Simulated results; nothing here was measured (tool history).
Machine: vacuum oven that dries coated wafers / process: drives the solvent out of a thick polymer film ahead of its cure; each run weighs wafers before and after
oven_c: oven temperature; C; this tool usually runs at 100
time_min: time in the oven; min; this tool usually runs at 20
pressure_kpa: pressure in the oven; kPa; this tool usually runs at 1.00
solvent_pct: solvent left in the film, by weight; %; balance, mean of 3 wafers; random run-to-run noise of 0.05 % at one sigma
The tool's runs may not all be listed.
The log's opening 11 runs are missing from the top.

{"hour": 715.3, "done": "oven's thermocouples calibrated"}
{"run": 12, "hour": 732.9, "oven_c": 100, "time_min": 20, "pressure_kpa": 1.0, "solvent_pct": 2.58}
{"run": 13, "hour": 799.1, "oven_c": 100, "time_min": 20, "pressure_kpa": 1.0, "solvent_pct": 2.55}
{"run": 14, "hour": 900.7, "oven_c": 106, "time_min": 20, "pressure_kpa": 1.0, "solvent_pct": 1.42}
{"run": 15, "hour": 963.3, "oven_c": 106, "time_min": 20, "pressure_kpa": 1.0, "solvent_pct": 1.27}
{"run": 16, "hour": 1053.4, "oven_c": 97, "time_min": 20, "pressure_kpa": 1.0, "solvent_pct": 3.4}
{"run": 17, "hour": 1163.4, "oven_c": 97, "time_min": 20, "pressure_kpa": 1.0, "solvent_pct": 3.42}
{"run": 18, "hour": 1228.8, "oven_c": 90, "time_min": 20, "pressure_kpa": 1.0, "solvent_pct": 5.41}
{"run": 19, "hour": 1338.9, "oven_c": 86, "time_min": 13, "pressure_kpa": 0.76, "solvent_pct": 8.86}
{"run": 20, "hour": 1416.0, "oven_c": 100, "time_min": 18, "pressure_kpa": 2.7, "solvent_pct": 3.63}
{"run": 21, "hour": 1520.9, "oven_c": 100, "time_min": 18, "pressure_kpa": 2.7, "solvent_pct": 3.72}
{"run": 22, "hour": 1594.9, "oven_c": 104, "time_min": 25, "pressure_kpa": 1.39, "solvent_pct": 1.39}
{"run": 23, "hour": 1688.8, "oven_c": 107, "time_min": 32, "pressure_kpa": 2.88, "solvent_pct": 1.17}
{"run": 24, "hour": 1757.1, "oven_c": 107, "time_min": 32, "pressure_kpa": 2.88, "solvent_pct": 1.22}
{"run": 25, "hour": 1854.9, "oven_c": 113, "time_min": 11, "pressure_kpa": 1.2, "solvent_pct": 2.19}
{"run": 26, "hour": 1942.4, "oven_c": 100, "time_min": 13, "pressure_kpa": 2.36, "solvent_pct": 5.29}
{"run": 27, "hour": 2029.0, "oven_c": 95, "time_min": 26, "pressure_kpa": 1.1, "solvent_pct": 2.93}
{"run": 28, "hour": 2110.5, "oven_c": 95, "time_min": 26, "pressure_kpa": 1.1, "solvent_pct": 2.95}
{"run": 29, "hour": 2163.9, "oven_c": 95, "time_min": 13, "pressure_kpa": 2.6, "solvent_pct": 6.93}
{"run": 30, "hour": 2233.9, "oven_c": 96, "time_min": 20, "pressure_kpa": 1.64, "solvent_pct": 4.04}
{"run": 31, "hour": 2295.8, "oven_c": 110, "time_min": 12, "pressure_kpa": 2.38, "solvent_pct": 2.9}
{"run": 32, "hour": 2387.9, "oven_c": 100, "time_min": 20, "pressure_kpa": 1.0, "solvent_pct": 2.86}
{"run": 33, "hour": 2462.7, "oven_c": 91, "time_min": 20, "pressure_kpa": 0.91, "solvent_pct": 5.46}

Predict each of these 3 candidate next runs independently; none follows another, all start after run 33:
{"run": "A", "hour": 2544.3, "oven_c": 88, "time_min": 19, "pressure_kpa": 2.25, "solvent_pct": "?"}
{"run": "B", "hour": 2544.3, "oven_c": 100, "time_min": 28, "pressure_kpa": 1.0, "solvent_pct": "?"}
{"run": "C", "hour": 2544.3, "oven_c": 86, "time_min": 11, "pressure_kpa": 0.91, "solvent_pct": "?"}

run=A solvent_pct=7.11
run=B solvent_pct=1.64
run=C solvent_pct=10.01
With the hidden condition removed and each run's random variation left untouched, the same runs would have given:
run=A solvent_pct=6.59
run=B solvent_pct=1.34
run=C solvent_pct=9.57
